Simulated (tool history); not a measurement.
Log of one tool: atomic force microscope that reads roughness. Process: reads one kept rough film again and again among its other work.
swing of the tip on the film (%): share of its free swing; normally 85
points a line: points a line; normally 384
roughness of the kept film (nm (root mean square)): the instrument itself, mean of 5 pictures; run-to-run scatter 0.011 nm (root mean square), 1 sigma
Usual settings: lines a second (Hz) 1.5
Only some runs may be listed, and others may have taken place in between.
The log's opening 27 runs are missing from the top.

run,hour,lines a second (Hz),swing of the tip on the film (%),points a line,roughness of the kept film (nm (root mean square))
28,247.9,0.78,56,999,2.803
29,256,0.78,56,999,2.776
30,261.9,0.67,77,893,2.671
31,269.9,0.67,77,893,2.639
32,278.3,2.16,77,893,2.292
33,288.4,1.91,59,1023,2.598
34,297.9,1.93,59,476,2.578
# hour 309.9: new tip fitted
35,310.9,1.93,59,476,2.929
36,319.5,1.1,66,664,2.918
37,328.7,1.5,67,502,2.811
38,338.1,1.5,67,502,2.777
39,346.9,2.88,61,384,2.676
40,353.8,1.44,57,475,2.849
41,360.2,1.44,57,475,2.846
42,366.2,1.44,57,475,2.811

3 options for the next run, each taken on its own from the tool as it stands now. Forecast them:
A,372.3,2.24,57,471,?
B,372.3,0.76,85,384,?
C,372.3,1.7,85,384,?

run,roughness of the kept film (nm (root mean square))
A,2.732
B,2.601
C,2.348
Had the tool no hidden state, the same runs would have come out as:
run,roughness of the kept film (nm (root mean square))
A,2.915
B,2.776
C,2.506
